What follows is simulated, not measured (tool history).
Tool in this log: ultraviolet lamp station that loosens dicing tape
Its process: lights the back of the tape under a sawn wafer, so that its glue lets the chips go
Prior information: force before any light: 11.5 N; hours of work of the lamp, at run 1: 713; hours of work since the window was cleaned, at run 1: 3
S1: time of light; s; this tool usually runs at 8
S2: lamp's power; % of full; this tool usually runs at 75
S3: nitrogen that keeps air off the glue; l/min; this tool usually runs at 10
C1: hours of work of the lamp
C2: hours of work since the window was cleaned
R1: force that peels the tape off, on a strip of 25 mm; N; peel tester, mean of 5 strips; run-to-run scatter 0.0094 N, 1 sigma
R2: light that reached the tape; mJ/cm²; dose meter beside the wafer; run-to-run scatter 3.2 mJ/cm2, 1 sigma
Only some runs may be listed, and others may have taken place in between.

run   hour  S1  S2  S3    C1   C2     R1   R2
  1      0   8  75  10   713    3  0.688  406
  2   39.4   8  75  11   744   35  0.683  397
  3   57.5   7  75  10   759   49  0.974  347
  4     79   7  75  10   776   66  0.994  343
  5   97.6   7  75  10   791   81  1.039  339
  6  119.1   7  75   9   808   98   1.15  332
  7  144.1  11  75  10   828  118  0.362  527
  8  170.6   8  85  10   849  139  0.598  428
  9  192.4   8  85  10   867  157  0.612  429
 10  210.2   8  85  10   881  171  0.625  425
 11    234   8  85   4   900  190  1.414  422
 12  262.7   8  75  10   923  213  0.861  364
 13  285.6   7  75  10   941  231  1.207  316
 14  315.6   7  75  10   965  255  1.255  313
 15  340.8   7  75  10   985  275  1.263  313
 16  369.7   7  75  10  1008  298  1.293  304
 17  398.8   6  65   5  1031  321  3.273  229
 18  424.1  15  98   4  1051  342  0.264  832
 19  440.7   6  66  14  1065  355  1.877  222
 20  467.2   7  75  17  1086  376  0.989  294
 21  488.8   4  75   8  1103  393   3.66  167
 22  506.8   4  75   8  1117  408   3.78  166
       542  -- window cleaned of glue's vapour
 23  544.5  10  76   6  1147    2  0.917  443
     563.6  -- lamp changed
 24  581.3   8  75   3    14   31  1.269  488
 25    601   8  75   3    30   46  1.272  477
 26  618.2   8  75   3    44   60  1.354  478
 27  640.7   8  82   9    61   78  0.391  522

Branching from run 27: 5 alternative next runs. What would each branch give?
  A  680.2   5  96   8  93  109   ?   ?
  B  680.2   4  75   9  93  109   ?   ?
  C  680.2   8  64   4  93  109   ?   ?
  D  680.2   8  72   4  93  109   ?   ?
  E  680.2   8  75  13  93  109   ?   ?

run     R1   R2
  A  1.015  373
  B  2.316  236
  C  1.556  402
  D  1.195  453
  E  0.382  475
With no hidden state in the tool, these same runs would have given:
run     R1   R2
  A  0.866  400
  B   2.07  253
  C  1.357  430
  D  1.028  485
  E   0.32  509
